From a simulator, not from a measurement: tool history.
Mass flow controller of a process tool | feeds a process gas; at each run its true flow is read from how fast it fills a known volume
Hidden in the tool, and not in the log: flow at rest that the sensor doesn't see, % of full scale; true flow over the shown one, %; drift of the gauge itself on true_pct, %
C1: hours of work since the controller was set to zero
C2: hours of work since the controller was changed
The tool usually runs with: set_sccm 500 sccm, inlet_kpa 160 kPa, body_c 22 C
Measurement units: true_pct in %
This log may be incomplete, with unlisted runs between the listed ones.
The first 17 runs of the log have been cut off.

Run 18, hour 2221.4: usual settings but body_c 25 C; C1 3477; C2 3477. Result: true_pct 97.20 %.
Run 19, hour 2351.8: usual settings but set_sccm 219 sccm, inlet_kpa 181 kPa, body_c 26 C; C1 3553; C2 3553. Result: true_pct 96.56 %.
Run 20, hour 2429.1: usual settings but set_sccm 219 sccm, inlet_kpa 210 kPa, body_c 30 C; C1 3597; C2 3597. Result: true_pct 97.00 %.
Run 21, hour 2551.3: usual settings but set_sccm 219 sccm, inlet_kpa 210 kPa, body_c 30 C; C1 3668; C2 3668. Result: true_pct 96.86 %.
Run 22, hour 2667.2: usual settings but set_sccm 219 sccm, inlet_kpa 210 kPa, body_c 30 C; C1 3736; C2 3736. Result: true_pct 96.85 %.
Run 23, hour 2772.2: usual settings but body_c 21 C; C1 3797; C2 3797. Result: true_pct 96.79 %.
Run 24, hour 2951.2: usual settings but set_sccm 503 sccm, body_c 21 C; C1 3901; C2 3901. Result: true_pct 96.38 %.
Run 25, hour 3073.9: usual settings but set_sccm 379 sccm, inlet_kpa 188 kPa, body_c 26 C; C1 3972; C2 3972. Result: true_pct 96.54 %.
Run 26, hour 3227.1: usual settings but set_sccm 892 sccm, inlet_kpa 244 kPa, body_c 26 C; C1 4061; C2 4061. Result: true_pct 97.86 %.
Run 27, hour 3346.7: usual settings but set_sccm 278 sccm, inlet_kpa 162 kPa, body_c 31 C; C1 4131; C2 4131. Result: true_pct 96.49 %.
Run 28, hour 3460.6: usual settings but inlet_kpa 257 kPa; C1 4197; C2 4197. Result: true_pct 96.38 %.
Run 29, hour 3634.2: usual settings but inlet_kpa 159 kPa, body_c 35 C; C1 4298; C2 4298. Result: true_pct 96.94 %.
At hour 3713.0: gauge calibrated.
Run 30, hour 3716.0: usual settings but inlet_kpa 159 kPa, body_c 35 C; C1 4345; C2 4345. Result: true_pct 99.40 %.
Run 31, hour 3822.6: usual settings but set_sccm 966 sccm, inlet_kpa 145 kPa; C1 4407; C2 4407. Result: true_pct 99.57 %.
Run 32, hour 3930.4: usual settings but set_sccm 862 sccm, inlet_kpa 204 kPa, body_c 38 C; C1 4470; C2 4470. Result: true_pct 100.47 %.
Run 33, hour 4087.2: usual settings but set_sccm 888 sccm, inlet_kpa 234 kPa; C1 4561; C2 4561. Result: true_pct 99.55 %.
Run 34, hour 4212.3: usual settings but set_sccm 606 sccm, inlet_kpa 201 kPa; C1 4634; C2 4634. Result: true_pct 98.60 %.
Run 35, hour 4373.3: usual settings but set_sccm 401 sccm, inlet_kpa 215 kPa; C1 4727; C2 4727. Result: true_pct 98.08 %.

Here are 5 independent what-if runs from the current tool condition. What would each one return?
Run A, hour 4551.8: usual settings but set_sccm 680 sccm, inlet_kpa 197 kPa, body_c 31 C; C1 4831; C2 4831. Result: true_pct ?.
Run B, hour 4551.8: usual settings but set_sccm 401 sccm, inlet_kpa 250 kPa; C1 4831; C2 4831. Result: true_pct ?.
Run C, hour 4551.8: usual settings but set_sccm 401 sccm, inlet_kpa 159 kPa, body_c 24 C; C1 4831; C2 4831. Result: true_pct ?.
Run D, hour 4551.8: usual settings but set_sccm 425 sccm, inlet_kpa 249 kPa; C1 4831; C2 4831. Result: true_pct ?.
Run E, hour 4551.8: usual settings but set_sccm 459 sccm, inlet_kpa 210 kPa, body_c 26 C; C1 4831; C2 4831. Result: true_pct ?.

run  true_pct
  A     99.10
  B     97.94
  C     97.70
  D     98.04
  E     98.29
Without the tool's hidden state the same runs would have given:
run  true_pct
  A     99.65
  B     98.47
  C     98.23
  D     98.58
  E     98.83
